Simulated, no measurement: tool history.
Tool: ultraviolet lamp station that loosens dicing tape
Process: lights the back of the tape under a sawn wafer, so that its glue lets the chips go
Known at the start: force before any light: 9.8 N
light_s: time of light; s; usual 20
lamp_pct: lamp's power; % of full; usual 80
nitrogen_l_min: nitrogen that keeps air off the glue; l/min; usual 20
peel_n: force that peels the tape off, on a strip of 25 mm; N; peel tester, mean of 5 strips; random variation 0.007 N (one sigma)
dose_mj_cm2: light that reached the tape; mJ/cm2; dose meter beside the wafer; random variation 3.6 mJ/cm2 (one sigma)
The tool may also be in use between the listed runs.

| run | hour | light_s | lamp_pct | nitrogen_l_min | peel_n | dose_mj_cm2 |
|---|---|---|---|---|---|---|
| 1 | 0.0 | 20 | 80 | 20 | 0.282 | 536 |
| 2 | 17.1 | 20 | 80 | 20 | 0.289 | 538 |
| 3 | 36.3 | 20 | 80 | 20 | 0.297 | 531 |
| 4 | 49.7 | 20 | 80 | 20 | 0.299 | 525 |
| 5 | 69.5 | 20 | 80 | 20 | 0.303 | 524 |
| 6 | 78.6 | 20 | 80 | 20 | 0.306 | 523 |
| 7 | 97.6 | 20 | 80 | 20 | 0.301 | 519 |
| 8 | 110.7 | 20 | 80 | 6 | 0.557 | 515 |
| 9 | 127.9 | 20 | 80 | 6 | 0.565 | 512 |
| 10 | 143.4 | 25 | 80 | 6 | 0.363 | 637 |
| 11 | 158.7 | 30 | 95 | 20 | 0.169 | 901 |
|  | 160.3 | window cleaned of glue's vapour |
| 12 | 173.1 | 30 | 95 | 20 | 0.179 | 876 |
| 13 | 191.2 | 30 | 88 | 20 | 0.181 | 809 |
| 14 | 200.4 | 22 | 98 | 13 | 0.245 | 664 |
| 15 | 212.6 | 36 | 77 | 33 | 0.182 | 844 |
| 16 | 226.2 | 17 | 71 | 13 | 0.825 | 364 |
| 17 | 235.9 | 12 | 97 | 32 | 0.606 | 350 |
|  | 245.5 | window cleaned of glue's vapour, once more |
| 18 | 253.4 | 12 | 97 | 32 | 0.482 | 387 |

Some steps in peel_n between neighbouring runs. How much of each would the tool show without its hidden state too (settings, what came in, random variation), and how much is left for the hidden state, with any gauge scatter that isn't in both results?
The hidden state here: lamp's light, % of a new lamp's; light that the window lets through, % of a clean one's; drift of the gauge itself on peel_n, %; drift of the gauge itself on dose_mj_cm2, %.
Run 15 -> 16: light_s 36 -> 17, lamp_pct 77 -> 71, nitrogen_l_min 33 -> 13. peel_n +0.643 N: hidden state +0.292, all else +0.351.
